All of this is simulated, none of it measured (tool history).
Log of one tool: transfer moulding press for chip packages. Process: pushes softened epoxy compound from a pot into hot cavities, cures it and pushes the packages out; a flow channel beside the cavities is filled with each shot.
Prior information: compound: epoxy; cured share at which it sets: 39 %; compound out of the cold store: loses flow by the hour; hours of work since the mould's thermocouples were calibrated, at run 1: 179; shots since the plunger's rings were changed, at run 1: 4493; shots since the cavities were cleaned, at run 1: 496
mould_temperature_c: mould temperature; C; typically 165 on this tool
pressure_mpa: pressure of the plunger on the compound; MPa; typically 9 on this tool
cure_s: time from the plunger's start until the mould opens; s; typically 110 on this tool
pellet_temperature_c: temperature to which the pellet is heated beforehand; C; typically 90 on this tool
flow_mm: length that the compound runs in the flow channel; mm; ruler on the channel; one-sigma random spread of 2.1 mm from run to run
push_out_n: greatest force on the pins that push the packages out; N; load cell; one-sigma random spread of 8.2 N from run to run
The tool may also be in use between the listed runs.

run	day	mould_temperature_c	pressure_mpa	cure_s	pellet_temperature_c	hours of work since the mould's thermocouples were calibrated	shots since the plunger's rings were changed	shots since the cavities were cleaned	incoming compound's hours out of the cold store	flow_mm	push_out_n
1	0	165	9	110	90	179	4493	496	46.8	698	541
2	1.196	165	9	110	90	201	4869	872	10.5	818	601
# day 1.883: cavities cleaned with cleaning compound and waxed
3	2.388	165	9	110	90	222	5226	160	10.3	814	451
# day 3.108: plunger's sealing rings changed
4	4.092	165	9	110	90	252	310	663	10.1	847	574
# day 5.458: cavities cleaned with cleaning compound and waxed
5	5.458	165	9	110	90	276	722	0	42.1	734	346
6	6.808	165	9	110	90	300	1147	425	14	827	536
7	8.071	165	9	110	90	324	1546	824	36.4	744	572
# day 8.962: cavities cleaned with cleaning compound and waxed
8	9.508	165	9	107	90	349	1980	173	45.3	716	460
9	10.408	165	9	107	90	366	2263	456	22	790	546
10	11.742	165	9	110	90	390	2683	876	36.8	739	585
# day 12.138: mould's thermocouples calibrated
# day 12.588: cavities cleaned with cleaning compound and waxed
11	13.308	165	9	110	90	20	3132	228	35.2	736	485
12	14.75	165	9	110	90	47	3586	682	23	779	587
# day 16.067: cavities cleaned with cleaning compound and waxed
13	16.354	165	9	110	90	75	4071	90	17.8	791	415
14	17.179	165	9	110	90	90	4331	350	25	765	520
# day 17.596: mould's thermocouples calibrated, once more
15	18.933	165	9	110	90	25	4858	877	21.8	779	585
# day 19.692: cavities cleaned with cleaning compound and waxed
16	20.567	165	9	148	89	54	5355	277	23.7	768	469
# day 20.792: plunger's sealing rings changed
17	21.5	165	9	148	89	69	224	538	12.2	844	512
18	23.046	165	7.31	131	90	97	710	1024	33.8	685	565
# day 23.271: cavities cleaned with cleaning compound and waxed
19	24.146	160	6.84	137	98	116	1037	274	8.8	759	499
20	25.471	166	7.51	137	98	141	1456	693	43.2	657	558
# day 26.733: cavities cleaned with cleaning compound and waxed
21	27.146	173	7.51	137	98	170	1964	130	41.3	638	413
22	28.567	173	7.51	137	98	196	2412	578	13.7	720	521
23	29.917	173	7.51	137	98	221	2837	1003	31.9	663	568
# day 30.225: cavities cleaned with cleaning compound and waxed
24	31.438	170	9	123	90	248	3298	383	37.3	717	509
25	32.158	170	10.14	123	90	261	3525	610	29.9	785	533
26	33.062	165	9	91	91	278	3810	895	46.5	700	651
# day 33.7: cavities cleaned with cleaning compound and waxed
27	34.65	161	9	123	91	306	4291	300	44.6	719	524

Pick out some run-to-run changes in flow_mm. Of each, how much would a tool without hidden state show as well, from the settings, what came in and chance, and how much is left for the hidden state and any gauge scatter not in both results compared?
Hidden conditions of the tool in this case: true mould temperature over the reading, C; pressure that reaches the compound, % of what is set; grip of the stained cavities, % over clean ones'; drift of the gauge itself on flow_mm, %; drift of the gauge itself on push_out_n, %.
Run 1 -> 2: no setting touched and nothing written in the log between the runs. flow_mm +120 mm: hidden state -7, all else +127.
Run 3 -> 4: plunger's sealing rings changed. flow_mm +33 mm: hidden state +31, all else +2.
Run 16 -> 17: plunger's sealing rings changed. flow_mm +76 mm: hidden state +25, all else +51.
Run 17 -> 18: pressure_mpa 9 -> 7.31, cure_s 148 -> 131, pellet_temperature_c 89 -> 90. flow_mm -159 mm: hidden state -1, all else -158.
